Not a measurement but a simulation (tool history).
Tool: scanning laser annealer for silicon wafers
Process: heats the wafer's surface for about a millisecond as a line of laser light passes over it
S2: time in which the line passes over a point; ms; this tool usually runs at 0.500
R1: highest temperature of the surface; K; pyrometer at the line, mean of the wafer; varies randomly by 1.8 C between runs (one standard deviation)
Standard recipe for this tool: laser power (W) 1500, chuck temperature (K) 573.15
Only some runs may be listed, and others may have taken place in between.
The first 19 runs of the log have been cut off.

Run 20, hour 128.7: usual settings but laser power (W) 1557. Result: R1 1365.15 K.
Run 21, hour 137.3: usual settings but laser power (W) 1410, S2 0.516 ms, chuck temperature (K) 549.15. Result: R1 1278.15 K.
Run 22, hour 145.5: usual settings but laser power (W) 1410, S2 0.502 ms, chuck temperature (K) 592.15. Result: R1 1308.15 K.
Run 23, hour 154.6: usual settings but laser power (W) 1410, S2 0.502 ms, chuck temperature (K) 592.15. Result: R1 1310.15 K.
Run 24, hour 163.8: usual settings but laser power (W) 1410, S2 0.477 ms, chuck temperature (K) 549.15. Result: R1 1251.15 K.
Run 25, hour 171.7: usual settings but laser power (W) 1489. Result: R1 1329.15 K.
Run 26, hour 178.4: usual settings but laser power (W) 1489. Result: R1 1331.15 K.
Run 27, hour 184.2: usual settings but laser power (W) 1422, S2 0.460 ms. Result: R1 1269.15 K.
Run 28, hour 188.1: usual settings but laser power (W) 1488, S2 0.399 ms, chuck temperature (K) 583.15. Result: R1 1267.15 K.
Run 29, hour 196.6: usual settings but S2 0.614 ms, chuck temperature (K) 567.15. Result: R1 1402.15 K.
Run 30, hour 202.4: usual settings but laser power (W) 1547, S2 0.446 ms, chuck temperature (K) 607.15. Result: R1 1355.15 K.
Run 31, hour 209.7: usual settings but laser power (W) 1547, S2 0.586 ms, chuck temperature (K) 604.15. Result: R1 1449.15 K.
Run 32, hour 216.9: usual settings but laser power (W) 1291, chuck temperature (K) 560.15. Result: R1 1212.15 K.
Run 33, hour 222.9: usual settings but chuck temperature (K) 585.15. Result: R1 1349.15 K.
Run 34, hour 228.8: usual settings but chuck temperature (K) 585.15. Result: R1 1348.15 K.
Run 35, hour 237.4: usual settings but chuck temperature (K) 585.15. Result: R1 1347.15 K.
Run 36, hour 246.3: usual settings but chuck temperature (K) 585.15. Result: R1 1345.15 K.
Run 37, hour 250.3: usual settings but S2 0.428 ms. Result: R1 1282.15 K.
Run 38, hour 255.7: usual settings but laser power (W) 1501, S2 0.482 ms, chuck temperature (K) 551.15. Result: R1 1305.15 K.
Run 39, hour 264.7: usual settings but S2 0.503 ms, chuck temperature (K) 542.15. Result: R1 1305.15 K.
Run 40, hour 271.1: usual settings but chuck temperature (K) 570.15. Result: R1 1336.15 K.

Below are 3 alternative next runs, each starting from the tool's condition after run 40. Predict each:
Run A, hour 278.6: usual settings but laser power (W) 1576. Result: R1 ?.
Run B, hour 278.6: usual settings but laser power (W) 1420, S2 0.475 ms, chuck temperature (K) 580.15. Result: R1 ?.
Run C, hour 278.6: usual settings but laser power (W) 1496, S2 0.497 ms. Result: R1 ?.

run       R1
  A  1376.15
  B  1285.15
  C  1332.15
Had the tool no hidden state, the same runs would have come out as:
run       R1
  A  1377.15
  B  1285.15
  C  1333.15

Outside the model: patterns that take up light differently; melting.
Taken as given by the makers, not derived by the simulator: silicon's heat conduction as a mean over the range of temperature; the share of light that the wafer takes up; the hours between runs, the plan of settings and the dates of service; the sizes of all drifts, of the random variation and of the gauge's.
